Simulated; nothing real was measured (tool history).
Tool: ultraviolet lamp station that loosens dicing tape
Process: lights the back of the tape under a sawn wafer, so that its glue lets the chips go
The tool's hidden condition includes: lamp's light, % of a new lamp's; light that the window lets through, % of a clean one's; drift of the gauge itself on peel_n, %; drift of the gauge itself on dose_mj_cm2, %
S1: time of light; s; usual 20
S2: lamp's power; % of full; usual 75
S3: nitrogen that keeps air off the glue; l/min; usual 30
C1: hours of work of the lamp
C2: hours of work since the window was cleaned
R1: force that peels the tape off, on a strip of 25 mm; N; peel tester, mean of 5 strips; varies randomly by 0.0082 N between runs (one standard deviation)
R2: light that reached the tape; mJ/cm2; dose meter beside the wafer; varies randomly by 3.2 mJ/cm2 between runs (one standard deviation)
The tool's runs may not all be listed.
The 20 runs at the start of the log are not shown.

| run | hour | S1 | S2 | S3 | C1 | C2 | R1 | R2 |
|---|---|---|---|---|---|---|---|---|
| 21 | 281.2 | 16 | 95 | 30 | 641 | 476 | 0.719 | 362 |
| 22 | 296.7 | 26 | 83 | 30 | 652 | 487 | 0.300 | 503 |
| 23 | 307.0 | 26 | 83 | 30 | 659 | 495 | 0.312 | 506 |
| 24 | 320.1 | 26 | 83 | 30 | 669 | 504 | 0.317 | 501 |
| 25 | 333.2 | 25 | 95 | 13 | 678 | 513 | 0.574 | 544 |
| 26 | 349.6 | 25 | 66 | 16 | 690 | 525 | 1.078 | 378 |
| 27 | 359.6 | 25 | 66 | 16 | 697 | 532 | 1.070 | 380 |
| 28 | 375.3 | 25 | 66 | 18 | 708 | 543 | 0.970 | 373 |
| 29 | 390.0 | 25 | 66 | 18 | 718 | 554 | 0.997 | 369 |
| 30 | 403.0 | 12 | 98 | 19 | 728 | 563 | 1.806 | 259 |
| 31 | 419.5 | 12 | 98 | 19 | 739 | 575 | 1.839 | 262 |
| 32 | 431.7 | 20 | 80 | 14 | 748 | 583 | 1.354 | 354 |
|  | 447.8 | window cleaned of glue's vapour |
| 33 | 449.3 | 20 | 80 | 14 | 760 | 1 | 0.959 | 418 |
| 34 | 467.5 | 10 | 90 | 44 | 773 | 14 | 1.240 | 232 |
| 35 | 480.2 | 25 | 75 | 30 | 782 | 23 | 0.344 | 482 |
| 36 | 491.8 | 12 | 62 | 30 | 790 | 31 | 2.253 | 196 |
| 37 | 507.8 | 28 | 62 | 30 | 802 | 43 | 0.417 | 448 |
| 38 | 517.4 | 28 | 62 | 14 | 808 | 49 | 0.857 | 441 |
| 39 | 530.2 | 12 | 75 | 49 | 818 | 58 | 1.266 | 223 |
| 40 | 540.4 | 12 | 75 | 49 | 825 | 66 | 1.272 | 230 |
| 41 | 557.5 | 22 | 74 | 49 | 837 | 78 | 0.346 | 411 |
| 42 | 568.5 | 19 | 93 | 25 | 845 | 86 | 0.503 | 437 |

Predict each of these 4 candidate next runs independently; none follows another, all start after run 42:
| A | 583.9 | 26 | 60 | 18 | 856 | 97 | ? | ? |
| B | 583.9 | 26 | 62 | 25 | 856 | 97 | ? | ? |
| C | 583.9 | 12 | 75 | 30 | 856 | 97 | ? | ? |
| D | 583.9 | 19 | 93 | 29 | 856 | 97 | ? | ? |

| run | R1 | R2 |
|---|---|---|
| A | 0.916 | 386 |
| B | 0.633 | 399 |
| C | 1.806 | 221 |
| D | 0.455 | 438 |
Stripped of hidden state, with their random variation kept, the same runs would have yielded:
| run | R1 | R2 |
|---|---|---|
| A | 0.476 | 513 |
| B | 0.319 | 530 |
| C | 1.075 | 294 |
| D | 0.238 | 581 |
